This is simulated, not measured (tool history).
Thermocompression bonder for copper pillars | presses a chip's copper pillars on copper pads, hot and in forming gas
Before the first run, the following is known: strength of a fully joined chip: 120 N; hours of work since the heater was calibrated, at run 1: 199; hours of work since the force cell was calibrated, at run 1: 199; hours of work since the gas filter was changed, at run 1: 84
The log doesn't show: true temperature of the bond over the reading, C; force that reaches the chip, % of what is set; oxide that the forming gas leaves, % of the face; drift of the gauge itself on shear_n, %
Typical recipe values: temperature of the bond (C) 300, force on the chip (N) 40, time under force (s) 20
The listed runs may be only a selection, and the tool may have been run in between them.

run,hour,temperature of the bond (C),force on the chip (N),time under force (s),hours of work since the heater was calibrated,hours of work since the force cell was calibrated,hours of work since the gas filter was changed,force that shears a chip off (N)
1,0,300,40,20,199,199,84,76.6
2,50.8,300,40,20,229,229,115,73.2
3,93.7,300,40,20,255,255,140,73.7
4,140.8,300,28,20,283,283,169,59.3
5,174.7,300,40,12,303,303,189,60.7
6,198,300,40,12,317,317,203,61.4
7,244.2,300,40,12,345,345,231,58.6
# hour 253.1: forming gas filter changed
8,275.8,300,40,12,363,363,14,68
9,328.3,285,40,20,395,395,45,67.7
10,359.4,300,40,20,414,414,64,75.4
11,382.4,300,40,20,427,427,77,75.8
12,404.6,300,40,20,441,441,91,75.3
13,432.2,300,40,13,457,457,107,65.4
# hour 438.4: force cell calibrated
14,472.9,300,53,20,481,21,131,83.7
15,515.3,300,53,20,506,46,156,81.1
16,557.1,299,40,20,531,71,181,70
17,582.2,299,40,20,546,86,196,69.6
18,633.2,320,40,10,577,117,227,64.2
# hour 650.5: forming gas filter changed
# hour 655.8: force cell calibrated, once more
19,663.4,325,33,19,594,5,7,80.2
20,689.5,325,33,19,609,20,22,79.8
21,727,325,33,19,632,43,45,80.2

Expected results for the next run?
22,752.7,325,33,19,647,58,60,?

force that shears a chip off (N): 77.7
With the hidden condition absent and the run-to-run variation left alone, this run would have shown force that shears a chip off (N) 83.1.
